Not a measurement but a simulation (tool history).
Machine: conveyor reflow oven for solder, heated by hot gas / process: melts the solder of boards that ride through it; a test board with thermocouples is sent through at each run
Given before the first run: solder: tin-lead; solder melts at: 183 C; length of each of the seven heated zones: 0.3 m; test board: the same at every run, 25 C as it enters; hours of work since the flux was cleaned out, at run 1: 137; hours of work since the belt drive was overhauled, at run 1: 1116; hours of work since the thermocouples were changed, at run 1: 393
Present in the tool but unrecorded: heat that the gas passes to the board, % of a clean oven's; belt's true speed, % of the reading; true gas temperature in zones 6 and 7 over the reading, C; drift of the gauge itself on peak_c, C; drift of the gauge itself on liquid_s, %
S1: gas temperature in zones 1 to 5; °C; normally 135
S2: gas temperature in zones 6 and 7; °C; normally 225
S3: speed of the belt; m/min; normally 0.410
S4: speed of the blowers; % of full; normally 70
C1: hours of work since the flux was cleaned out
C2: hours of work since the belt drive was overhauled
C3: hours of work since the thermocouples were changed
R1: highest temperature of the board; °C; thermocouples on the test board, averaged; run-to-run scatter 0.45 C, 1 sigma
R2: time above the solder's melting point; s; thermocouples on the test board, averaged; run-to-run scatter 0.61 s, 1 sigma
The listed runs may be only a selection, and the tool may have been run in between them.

run,hour,S1,S2,S3,S4,C1,C2,C3,R1,R2
1,0.0,135,225,0.410,70,137,1116,393,211.1,60.2
2,47.4,135,225,0.460,70,164,1142,420,207.4,48.2
3,91.3,135,225,0.460,70,188,1166,444,206.9,48.2
4,141.3,135,225,0.460,70,216,1194,472,206.3,49.2
5,174.7,135,225,0.410,70,235,1213,491,210.4,59.7
6,221.3,135,225,0.410,70,261,1239,517,210.2,58.6
7,273.5,135,225,0.438,70,290,1268,546,208.0,52.2
8,304.6,135,225,0.410,70,307,1285,563,209.8,57.8
# hour 330.1: thermocouples of zones 6 and 7 changed
9,367.0,135,225,0.410,70,341,1319,21,207.7,56.5
10,398.6,135,225,0.410,70,358,1336,38,208.1,56.7
11,462.3,135,225,0.410,63,394,1372,74,206.7,54.1
# hour 506.4: flux residue cleaned out of gas plates and filters
12,506.4,135,225,0.410,53,0,1394,95,206.5,54.6
13,548.8,135,225,0.410,70,24,1417,119,211.5,61.8
14,606.9,135,225,0.410,84,56,1450,151,215.1,64.9
15,642.6,135,225,0.410,84,76,1470,171,214.4,64.9
16,709.5,128,225,0.410,70,113,1507,209,209.6,58.1
17,773.8,128,225,0.333,70,149,1543,244,215.3,79.3
18,819.6,128,230,0.477,87,174,1568,270,213.7,52.3
19,856.1,128,237,0.477,87,195,1589,290,218.6,55.9
20,908.1,136,232,0.410,68,224,1617,319,216.0,66.1
# hour 924.7: belt drive overhauled, speed set with a stopwatch
21,975.7,136,232,0.410,68,259,28,355,214.5,63.0
22,1050.6,136,232,0.410,68,301,70,396,214.6,62.2
23,1123.1,136,232,0.410,68,341,111,437,214.4,61.6
24,1160.9,136,232,0.410,68,362,132,458,213.8,61.2

Estimate the outcome of run 25 from the log above:
25,1225.7,149,234,0.396,69,398,168,494,?,?

For run 25 the tool returned R1 219.3 °C, R2 75.4 s.
Were there no unlogged condition in the tool, this run, its random variation unchanged, would have produced R1 221.3 °C, R2 77.5 s.

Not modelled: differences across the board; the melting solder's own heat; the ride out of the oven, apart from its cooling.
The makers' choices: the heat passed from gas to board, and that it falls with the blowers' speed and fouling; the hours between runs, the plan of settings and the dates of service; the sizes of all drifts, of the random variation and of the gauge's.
